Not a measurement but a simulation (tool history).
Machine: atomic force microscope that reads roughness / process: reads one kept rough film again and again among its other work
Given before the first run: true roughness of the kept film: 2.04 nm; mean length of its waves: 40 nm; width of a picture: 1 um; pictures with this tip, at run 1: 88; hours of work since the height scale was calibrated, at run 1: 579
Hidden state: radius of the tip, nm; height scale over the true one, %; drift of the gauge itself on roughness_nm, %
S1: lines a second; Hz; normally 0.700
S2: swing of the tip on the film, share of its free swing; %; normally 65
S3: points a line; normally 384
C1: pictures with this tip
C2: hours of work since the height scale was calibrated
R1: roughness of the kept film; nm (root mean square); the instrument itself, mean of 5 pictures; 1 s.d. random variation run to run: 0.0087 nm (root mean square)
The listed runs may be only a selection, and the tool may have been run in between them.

run   hour     S1  S2    S3   C1    C2     R1
  1    0.0  0.700  65   384   88   579  1.869
  2   17.8  2.078  65   384  118   593  1.746
  3   28.1  2.078  65   384  136   601  1.739
  4   38.9  0.700  65   384  155   610  1.796
  5   49.5  0.700  65   384  173   619  1.798
      53.5  -- new tip fitted
  6   58.0  0.700  65   384    8   625  1.940
  7   71.5  0.700  65   384   31   636  1.910
  8   81.1  0.700  65   384   48   643  1.903
  9   97.1  0.700  61   384   75   656  1.889
 10  112.3  0.700  61   384  101   668  1.867
 11  124.7  0.700  61   384  123   678  1.843
 12  139.3  0.700  61   384  148   690  1.815
 13  155.2  0.700  61   384  175   702  1.790
     156.9  -- new tip fitted
 14  165.0  0.700  65   384   13   710  1.946
 15  181.8  0.700  65   452   42   723  1.901
 16  189.7  0.700  65   452   56   729  1.901
 17  197.4  0.700  65   452   69   736  1.880
 18  209.1  0.700  66   452   89   745  1.859
 19  226.2  0.700  66   452  119   759  1.838
 20  242.0  0.700  66   452  146   771  1.819
 21  253.7  0.700  66   452  166   780  1.803
     261.1  -- new tip fitted
 22  266.6  0.700  65   384   10   790  1.940
 23  283.6  0.700  65   384   39   804  1.925
 24  299.7  0.700  65   384   67   817  1.894
 25  318.4  0.700  65   384   99   832  1.863
 26  334.1  1.807  88   384  126   844  1.552
 27  347.2  1.807  88   384  149   855  1.530
 28  357.7  1.807  88   384  167   863  1.517
     365.2  -- new tip fitted
 29  372.2  1.807  88   617   12   874  1.644
 30  388.5  0.585  73   384   40   887  1.894
 31  404.0  0.585  73   384   67   899  1.874
 32  413.9  0.585  87   261   84   907  1.797
 33  430.0  2.952  65   663  112   920  1.717
 34  448.7  1.477  66  1003  144   935  1.794
 35  461.4  0.665  69   998  166   945  1.808
     469.3  -- new tip fitted
 36  471.2  1.250  89   384    3   953  1.737
 37  488.7  1.981  60   384   33   967  1.867
 38  499.9  0.700  59   325   52   975  1.925
 39  511.5  1.614  65   291   72   985  1.824
 40  529.2  1.890  62   358  103   999  1.815
 41  542.8  0.837  65   384  126  1010  1.833
 42  561.3  3.106  62   317  158  1024  1.706
     573.1  -- new tip fitted
 43  579.9  1.873  74   436   11  1039  1.796
 44  589.6  2.936  87   556   28  1047  1.499
 45  603.2  2.936  87   556   51  1057  1.474
 46  619.1  2.631  62   384   79  1070  1.795
 47  632.9  0.700  65   653  103  1081  1.861
 48  645.3  0.700  65   653  124  1091  1.840

Here are 5 independent what-if runs from the current tool condition. What would each one return?
  A  663.9  2.024  65  483  156  1106   ?
  B  663.9  0.626  65  384  156  1106   ?
  C  663.9  0.700  66  384  156  1106   ?
  D  663.9  1.784  56  855  156  1106   ?
  E  663.9  0.700  75  653  156  1106   ?

run     R1
  A  1.733
  B  1.826
  C  1.816
  D  1.798
  E  1.787
What these runs would have given with no unlogged condition in the tool:
run     R1
  A  1.849
  B  1.948
  C  1.936
  D  1.918
  E  1.907
